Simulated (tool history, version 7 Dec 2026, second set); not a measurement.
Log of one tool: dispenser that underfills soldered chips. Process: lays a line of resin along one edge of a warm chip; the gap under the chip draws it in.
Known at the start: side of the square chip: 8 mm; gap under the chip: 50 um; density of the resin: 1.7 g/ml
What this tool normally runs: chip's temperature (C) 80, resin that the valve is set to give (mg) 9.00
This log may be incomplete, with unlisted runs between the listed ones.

run	day	chip's temperature (C)	resin that the valve is set to give (mg)	time until the resin shows at the far edge (s)	resin that the valve gave (mg)
1	0.000	80	9.00	98.6	8.85
# day 0.058: new syringe of resin
2	0.150	80	8.90	43.8	8.73
3	0.233	80	10.16	48.6	9.98
4	0.396	93	9.00	40.3	8.80
5	0.554	80	9.00	75.0	8.81
6	0.633	80	9.66	81.5	9.45
7	0.717	80	9.00	90.4	8.80
# day 0.854: new syringe of resin
8	0.879	80	9.00	40.0	8.75
9	0.962	80	10.03	43.9	9.79
10	1.058	80	10.03	49.7	9.72
11	1.254	80	10.03	64.4	9.74
12	1.371	80	10.03	73.3	9.72
13	1.500	80	10.03	86.5	9.69
14	1.629	80	8.14	105.9	7.87
# day 1.654: new syringe of resin
15	1.812	80	9.00	47.4	8.67
16	1.929	80	9.00	55.2	8.67
# day 2.054: dispensing valve cleaned and set on the balance
17	2.067	80	8.49	63.6	8.50
18	2.217	80	8.63	76.9	8.61
19	2.412	89	7.67	75.4	7.64
# day 2.488: new syringe of resin
20	2.542	81	10.18	38.9	10.13
21	2.733	81	10.18	50.5	10.12
22	2.829	75	10.86	67.2	10.78
23	2.992	75	10.86	83.1	10.76
24	3.117	88	9.00	66.0	8.90
25	3.258	80	10.48	99.2	10.35
# day 3.279: new syringe of resin
26	3.429	81	8.67	44.3	8.55
27	3.558	71	11.47	72.7	11.26
28	3.704	75	9.00	77.4	8.84
29	3.796	67	8.67	115.6	8.52
30	3.933	80	8.84	88.0	8.64
31	4.042	84	7.61	91.9	7.45
# day 4.071: new syringe of resin
32	4.221	89	9.22	36.3	8.99
33	4.317	89	9.22	40.0	8.98
34	4.396	80	10.13	57.1	9.87
35	4.483	80	10.13	65.3	9.85
36	4.638	68	11.04	118.2	10.75

Below, some changes in time until the resin shows at the far edge (s) between adjacent runs. For each, the amount present without the hidden state too (settings, incoming material, random variation) and the amount remaining for the hidden state with gauge scatter not shared by both compared results:
The tool's hidden condition here consists of: resin's viscosity, % of fresh resin's; dose that the valve gives, % of what is set; true chip temperature over the reading, C; drift of the gauge itself on fill_s, %; drift of the gauge itself on given_mg, %.
Run 1 -> 2: resin that the valve is set to give (mg) 9.00 -> 8.90, new syringe of resin. time until the resin shows at the far edge (s) -54.8: hidden state -54.5, all else -0.3.
Run 14 -> 15: resin that the valve is set to give (mg) 8.14 -> 9.00, new syringe of resin. time until the resin shows at the far edge (s) -58.5: hidden state -57.6, all else -0.9.
Run 25 -> 26: chip's temperature (C) 80 -> 81, resin that the valve is set to give (mg) 10.48 -> 8.67, new syringe of resin. time until the resin shows at the far edge (s) -54.9: hidden state -53.8, all else -1.1.
Run 31 -> 32: chip's temperature (C) 84 -> 89, resin that the valve is set to give (mg) 7.61 -> 9.22, new syringe of resin. time until the resin shows at the far edge (s) -55.6: hidden state -50.5, all else -5.1.

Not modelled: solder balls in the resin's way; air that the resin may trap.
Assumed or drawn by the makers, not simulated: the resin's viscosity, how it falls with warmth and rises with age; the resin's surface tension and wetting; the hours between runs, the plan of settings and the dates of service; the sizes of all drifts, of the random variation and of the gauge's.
